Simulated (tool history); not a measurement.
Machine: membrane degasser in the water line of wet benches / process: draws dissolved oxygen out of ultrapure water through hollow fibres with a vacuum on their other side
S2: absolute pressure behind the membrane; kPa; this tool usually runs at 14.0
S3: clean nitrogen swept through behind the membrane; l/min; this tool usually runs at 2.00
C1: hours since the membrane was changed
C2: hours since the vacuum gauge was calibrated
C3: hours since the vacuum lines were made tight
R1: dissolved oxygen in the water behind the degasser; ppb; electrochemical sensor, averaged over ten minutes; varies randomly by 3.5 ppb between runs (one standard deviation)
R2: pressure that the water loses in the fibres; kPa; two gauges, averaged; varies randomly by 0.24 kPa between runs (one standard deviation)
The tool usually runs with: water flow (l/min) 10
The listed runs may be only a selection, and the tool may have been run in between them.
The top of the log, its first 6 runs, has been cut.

Run 7, hour 1111.1: usual settings; C1 6417; C2 237; C3 571. Result: R1 347.8 ppb, R2 62.22 kPa.
Run 8, hour 1293.7: usual settings; C1 6600; C2 420; C3 753. Result: R1 350.5 ppb, R2 62.34 kPa.
Run 9, hour 1526.9: usual settings; C1 6833; C2 653; C3 986. Result: R1 349.4 ppb, R2 62.65 kPa.
Run 10, hour 1766.8: usual settings; C1 7073; C2 893; C3 1226. Result: R1 348.3 ppb, R2 62.48 kPa.
Run 11, hour 1918.5: usual settings but water flow (l/min) 6; C1 7225; C2 1044; C3 1378. Result: R1 155.1 ppb, R2 37.64 kPa.
Run 12, hour 2122.0: usual settings but water flow (l/min) 6; C1 7428; C2 1248; C3 1582. Result: R1 154.0 ppb, R2 37.60 kPa.
Run 13, hour 2306.8: usual settings but water flow (l/min) 11; C1 7613; C2 1433; C3 1766. Result: R1 405.1 ppb, R2 69.28 kPa.
Run 14, hour 2482.2: usual settings but water flow (l/min) 11; C1 7789; C2 1608; C3 1942. Result: R1 403.7 ppb, R2 68.99 kPa.
Run 15, hour 2620.6: usual settings but S3 0.97 l/min; C1 7927; C2 1747; C3 2080. Result: R1 465.3 ppb, R2 63.02 kPa.
Run 16, hour 2734.3: usual settings; C1 8041; C2 1860; C3 2194. Result: R1 348.0 ppb, R2 63.11 kPa.
Run 17, hour 2940.1: usual settings but S3 5.25 l/min; C1 8246; C2 2066; C3 2400. Result: R1 272.7 ppb, R2 62.62 kPa.
Run 18, hour 3051.9: usual settings but S2 8.8 kPa, S3 2.29 l/min; C1 8358; C2 2178; C3 2511. Result: R1 282.3 ppb, R2 62.86 kPa.
Run 19, hour 3235.2: usual settings but S2 8.4 kPa, S3 4.33 l/min; C1 8542; C2 2361; C3 2695. Result: R1 253.2 ppb, R2 62.96 kPa.
Run 20, hour 3395.0: usual settings but water flow (l/min) 13, S2 24.0 kPa, S3 1.62 l/min; C1 8701; C2 2521; C3 2855. Result: R1 711.5 ppb, R2 81.66 kPa.
At hour 3486.7: seals of the vacuum lines changed.
Run 21, hour 3541.9: usual settings but water flow (l/min) 13, S2 24.0 kPa, S3 1.62 l/min; C1 8846; C2 2666; C3 55. Result: R1 716.0 ppb, R2 82.18 kPa.
Run 22, hour 3662.2: usual settings but water flow (l/min) 13, S2 24.0 kPa, S3 1.62 l/min; C1 8967; C2 2786; C3 175. Result: R1 707.5 ppb, R2 81.90 kPa.
Run 23, hour 3857.6: usual settings but water flow (l/min) 9; C1 9162; C2 2982; C3 371. Result: R1 290.6 ppb, R2 56.68 kPa.
Run 24, hour 4083.4: usual settings but water flow (l/min) 6, S2 14.5 kPa, S3 0.84 l/min; C1 9388; C2 3207; C3 597. Result: R1 267.1 ppb, R2 37.91 kPa.
At hour 4232.7: membrane cartridge changed.
Run 25, hour 4318.0: usual settings but water flow (l/min) 9, S2 32.5 kPa; C1 85; C2 3438; C3 827. Result: R1 478.6 ppb, R2 56.85 kPa.
Run 26, hour 4564.9: usual settings but water flow (l/min) 9, S2 32.5 kPa; C1 332; C2 3685; C3 1074. Result: R1 476.8 ppb, R2 57.31 kPa.
Run 27, hour 4810.6: usual settings but water flow (l/min) 9, S2 32.5 kPa; C1 578; C2 3931; C3 1320. Result: R1 482.3 ppb, R2 56.83 kPa.
Run 28, hour 5040.5: usual settings; C1 808; C2 4161; C3 1550. Result: R1 351.2 ppb, R2 62.83 kPa.
Run 29, hour 5283.3: usual settings; C1 1051; C2 4403; C3 1793. Result: R1 345.9 ppb, R2 63.61 kPa.
Run 30, hour 5401.4: usual settings but S2 10.7 kPa; C1 1169; C2 4521; C3 1911. Result: R1 308.6 ppb, R2 63.68 kPa.

What does the tool deliver on the next run?
Run 31, hour 5572.9: usual settings but water flow (l/min) 8, S2 10.7 kPa, S3 1.64 l/min; C1 1340; C2 4693; C3 2082. Result: R1 ?, R2 ?.

R1: 229.8 ppb
R2: 50.41 kPa
The same run, on a tool lacking any hidden state, would have yielded R1 229.5 ppb, R2 49.37 kPa.
